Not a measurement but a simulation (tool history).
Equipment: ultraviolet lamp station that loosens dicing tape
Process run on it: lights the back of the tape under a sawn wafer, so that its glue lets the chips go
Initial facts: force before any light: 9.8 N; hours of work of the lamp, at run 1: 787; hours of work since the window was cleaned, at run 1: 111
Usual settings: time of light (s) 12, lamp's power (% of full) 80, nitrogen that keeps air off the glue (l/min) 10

run,hour,time of light (s),lamp's power (% of full),nitrogen that keeps air off the glue (l/min),hours of work of the lamp,hours of work since the window was cleaned,force that peels the tape off (N),light that reached the tape (mJ/cm2)
1,0.0,12,80,10,787,111,0.743,423
2,27.4,12,80,10,806,131,0.738,420
3,41.9,12,80,10,817,141,0.750,426
4,56.0,12,80,10,827,151,0.757,421
5,75.4,12,80,10,841,165,0.780,420
6,99.8,12,80,10,858,182,0.790,413
7,117.0,12,80,10,870,195,0.812,412
8,144.8,12,80,10,890,214,0.795,410
9,168.5,12,80,10,907,231,0.859,403
10,197.4,12,80,10,927,252,0.882,401
11,221.3,12,80,10,945,269,0.880,392
12,246.9,12,80,10,963,287,0.884,394
13,274.6,12,80,7,983,307,1.247,394
14,289.9,12,80,10,993,318,0.891,385
15,311.0,12,80,10,1008,333,0.930,390
16,336.9,12,80,10,1027,351,0.936,383
17,357.4,12,80,10,1041,366,0.984,378
18,382.4,12,80,10,1059,384,0.987,375
19,405.1,12,80,10,1075,400,0.985,371
20,431.0,12,80,10,1094,418,1.043,365
21,456.8,15,80,16,1112,437,0.400,452
22,471.8,6,61,7,1123,447,4.680,137
23,488.9,7,74,11,1135,460,2.797,197
24,503.3,12,63,20,1145,470,1.058,281
25,523.9,12,63,20,1160,485,1.086,277
26,545.7,12,63,20,1176,500,1.128,278
27,559.5,12,63,20,1185,510,1.111,272
28,576.6,12,74,3,1198,522,3.001,328
29,594.0,12,74,3,1210,534,2.851,318
30,613.6,13,91,3,1224,548,2.047,416
31,642.1,11,90,14,1244,569,0.867,348
32,657.3,8,76,11,1255,580,2.422,213
33,678.5,6,62,19,1270,595,3.473,131
34,691.8,15,72,5,1280,604,1.831,368
35,714.8,15,71,6,1296,621,1.532,372
36,736.1,7,98,18,1311,636,1.656,233
37,753.7,12,65,10,1324,648,1.962,264
38,767.5,7,100,13,1334,658,1.950,236
39,788.7,7,100,13,1349,673,2.021,230
40,807.6,13,70,13,1362,687,1.256,297

Here are 4 independent what-if runs from the current tool condition. What would each one return?
A,821.0,18,62,5,1372,696,?,?
B,821.0,13,90,10,1372,696,?,?
C,821.0,12,85,10,1372,696,?,?
D,821.0,13,78,14,1372,696,?,?

run,force that peels the tape off (N),light that reached the tape (mJ/cm2)
A,1.799,365
B,0.939,387
C,1.264,337
D,0.937,330
Take away the tool's hidden state, keep each run's random variation, and the runs would have read:
run,force that peels the tape off (N),light that reached the tape (mJ/cm2)
A,0.591,624
B,0.235,659
C,0.342,574
D,0.231,566
